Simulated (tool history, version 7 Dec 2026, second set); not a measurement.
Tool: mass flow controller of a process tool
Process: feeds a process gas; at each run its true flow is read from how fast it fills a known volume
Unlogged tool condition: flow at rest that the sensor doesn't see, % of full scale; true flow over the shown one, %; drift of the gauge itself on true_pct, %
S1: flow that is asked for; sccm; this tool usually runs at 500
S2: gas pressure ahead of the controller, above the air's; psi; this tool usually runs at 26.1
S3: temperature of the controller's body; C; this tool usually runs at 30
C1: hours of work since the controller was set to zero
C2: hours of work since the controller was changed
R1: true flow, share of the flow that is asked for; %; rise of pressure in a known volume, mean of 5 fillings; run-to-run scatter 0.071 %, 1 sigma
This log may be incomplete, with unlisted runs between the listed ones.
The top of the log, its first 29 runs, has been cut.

run,hour,S1,S2,S3,C1,C2,R1
30,4307.8,500,26.1,38,2603,2603,99.00
31,4449.4,361,25.1,38,2669,2669,98.92
32,4563.3,361,33.6,39,2722,2722,98.61
33,4703.6,107,26.1,40,2787,2787,98.41
34,4825.6,370,26.7,20,2843,2843,100.09
35,4950.1,224,25.5,21,2901,2901,99.83
36,5051.6,500,26.1,37,2948,2948,99.01
37,5146.2,500,26.1,37,2992,2992,98.89

Forecast each of these 4 alternatives for the next run:
A,5279.6,500,20.5,30,3054,3054,?
B,5279.6,281,33.6,21,3054,3054,?
C,5279.6,457,35.4,40,3054,3054,?
D,5279.6,178,31.9,29,3054,3054,?

run,R1
A,99.60
B,99.96
C,98.63
D,99.27
With the hidden condition removed and each run's random variation left untouched, the same runs would have given:
run,R1
A,99.62
B,99.97
C,98.65
D,99.28
